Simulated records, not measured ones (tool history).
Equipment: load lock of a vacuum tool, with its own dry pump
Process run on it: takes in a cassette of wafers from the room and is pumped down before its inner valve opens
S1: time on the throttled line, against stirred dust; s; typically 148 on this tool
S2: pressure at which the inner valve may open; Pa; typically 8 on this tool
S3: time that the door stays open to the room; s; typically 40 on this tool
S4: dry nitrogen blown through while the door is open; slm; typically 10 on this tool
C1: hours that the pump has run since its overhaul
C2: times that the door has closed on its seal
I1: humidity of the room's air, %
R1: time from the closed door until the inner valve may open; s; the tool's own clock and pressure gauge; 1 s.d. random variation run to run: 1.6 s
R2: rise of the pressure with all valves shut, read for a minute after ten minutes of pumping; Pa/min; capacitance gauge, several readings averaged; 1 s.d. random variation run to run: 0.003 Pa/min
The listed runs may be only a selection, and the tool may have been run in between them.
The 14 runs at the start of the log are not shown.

run    hour   S1  S2  S3  S4    C1     C2    I1     R1     R2
 15  1074.4  148   8  40  29  1089  11519  42.6  258.6  0.011
 16  1126.6  148   8  40  29  1141  11737  45.5  256.6  0.005
 17  1241.0  148   8  40  29  1255  12212  43.3  252.9  0.010
 18  1314.7  148  16  40  29  1329  12519  47.3  245.9  0.014
 19  1372.8  148   8  40  10  1387  12760  43.3  254.2  0.014
 20  1448.0   87   8  25  10  1462  13073  45.8  199.9  0.014
 21  1561.2   87   8  25  10  1575  13543  45.5  199.8  0.013
 22  1654.3   87   8  25  10  1669  13930  47.2  199.6  0.012
 23  1727.8  185  12  35  16  1742  14236  47.6  284.3  0.011
 24  1812.3   84   7  35  10  1827  14587  48.4  201.0  0.012
 25  1902.7  209   9  35  40  1917  14963  44.9  303.1  0.009
 26  1987.1  101   8  35  40  2001  15314  44.0  212.0  0.010
 27  2080.2  148  12  39  10  2094  15701  45.8  248.2  0.015
 28  2182.7  148  12  39  10  2197  16127  43.5  248.2  0.016
 29  2249.9  148  12  39  10  2264  16407  46.4  250.6  0.020
 30  2346.4  148  12  39  10  2361  16808  47.5  248.3  0.012
 31  2407.0  148  12  57  10  2421  17060  44.3  249.8  0.018
 32  2500.3  148  12  57  10  2515  17448  41.6  250.4  0.016
 33  2568.9   93   8  40  10  2583  17733  44.7  203.5  0.018
 34  2672.3  148   8  40  31  2687  18163  47.5  252.8  0.012
 35  2781.8  169  10  40  31  2796  18618  44.9  269.9  0.011
 36  2875.8  100   9  40  41  2890  19009  44.4  211.5  0.006

Estimate the outcome of run 37 from the log above:
 37  2957.4  100   9  40  41  2972  19348  48.0   ?   ?

Run 37 gave R1 212.9 s, R2 0.009 Pa/min.
On a tool with no hidden condition, and with the same random variation, this run would have come out at R1 212.9 s, R2 0.008 Pa/min.
